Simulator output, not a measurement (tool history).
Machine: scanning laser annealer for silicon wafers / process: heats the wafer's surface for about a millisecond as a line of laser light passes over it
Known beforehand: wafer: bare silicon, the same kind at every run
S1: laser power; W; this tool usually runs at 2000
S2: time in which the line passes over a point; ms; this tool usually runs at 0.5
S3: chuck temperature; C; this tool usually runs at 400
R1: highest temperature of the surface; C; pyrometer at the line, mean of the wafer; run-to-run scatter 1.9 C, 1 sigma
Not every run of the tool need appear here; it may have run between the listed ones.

{"run": 1, "hour": 0.0, "S1": 2000, "S2": 0.5, "S3": 400, "R1": 1177}
{"run": 2, "hour": 52.7, "S1": 2000, "S2": 0.5, "S3": 400, "R1": 1181}
{"run": 3, "hour": 95.7, "S1": 2000, "S2": 0.5, "S3": 400, "R1": 1182}
{"run": 4, "hour": 129.7, "S1": 2000, "S2": 0.5, "S3": 400, "R1": 1179}
{"run": 5, "hour": 158.0, "S1": 1986, "S2": 0.5, "S3": 400, "R1": 1170}
{"run": 6, "hour": 217.0, "S1": 1986, "S2": 0.5, "S3": 400, "R1": 1176}
{"run": 7, "hour": 275.0, "S1": 1986, "S2": 0.5, "S3": 400, "R1": 1175}
{"run": 8, "hour": 324.8, "S1": 2000, "S2": 0.5, "S3": 400, "R1": 1181}
{"run": 9, "hour": 366.3, "S1": 2000, "S2": 0.5, "S3": 371, "R1": 1149}
{"run": 10, "hour": 401.5, "S1": 2000, "S2": 0.5, "S3": 371, "R1": 1151}
{"run": 11, "hour": 453.5, "S1": 2088, "S2": 0.5, "S3": 400, "R1": 1210}
{"run": 12, "hour": 514.4, "S1": 1797, "S2": 0.5, "S3": 400, "R1": 1105}
{"run": 13, "hour": 553.4, "S1": 1797, "S2": 0.5, "S3": 400, "R1": 1103}
{"hour": 607.8, "done": "window over the wafer cleaned"}
{"run": 14, "hour": 607.8, "S1": 2000, "S2": 0.5, "S3": 408, "R1": 1188}
{"run": 15, "hour": 645.1, "S1": 2000, "S2": 0.5, "S3": 408, "R1": 1186}
{"run": 16, "hour": 705.4, "S1": 2000, "S2": 0.5, "S3": 408, "R1": 1186}
{"run": 17, "hour": 736.2, "S1": 2000, "S2": 0.497, "S3": 408, "R1": 1187}
{"run": 18, "hour": 787.6, "S1": 2000, "S2": 0.497, "S3": 408, "R1": 1184}
{"run": 19, "hour": 821.0, "S1": 2000, "S2": 0.497, "S3": 408, "R1": 1182}
{"run": 20, "hour": 855.2, "S1": 2000, "S2": 0.497, "S3": 408, "R1": 1189}
{"hour": 872.1, "done": "optics aligned, line set to its width"}
{"run": 21, "hour": 911.2, "S1": 2000, "S2": 0.497, "S3": 408, "R1": 1186}
{"run": 22, "hour": 964.0, "S1": 1927, "S2": 0.436, "S3": 400, "R1": 1109}
{"run": 23, "hour": 1020.4, "S1": 2000, "S2": 0.445, "S3": 422, "R1": 1159}
{"run": 24, "hour": 1072.2, "S1": 2000, "S2": 0.415, "S3": 400, "R1": 1117}
{"run": 25, "hour": 1105.5, "S1": 2000, "S2": 0.415, "S3": 400, "R1": 1114}
{"run": 26, "hour": 1160.3, "S1": 2000, "S2": 0.415, "S3": 400, "R1": 1118}
{"run": 27, "hour": 1219.4, "S1": 1941, "S2": 0.596, "S3": 400, "R1": 1221}
{"run": 28, "hour": 1266.6, "S1": 1941, "S2": 0.596, "S3": 400, "R1": 1216}

Estimate the outcome of run 29 from the log above:
{"run": 29, "hour": 1305.2, "S1": 1960, "S2": 0.408, "S3": 400, "R1": "?"}

R1: 1095 C
With the hidden condition absent and the run-to-run variation left alone, this run would have shown R1 1096 C.
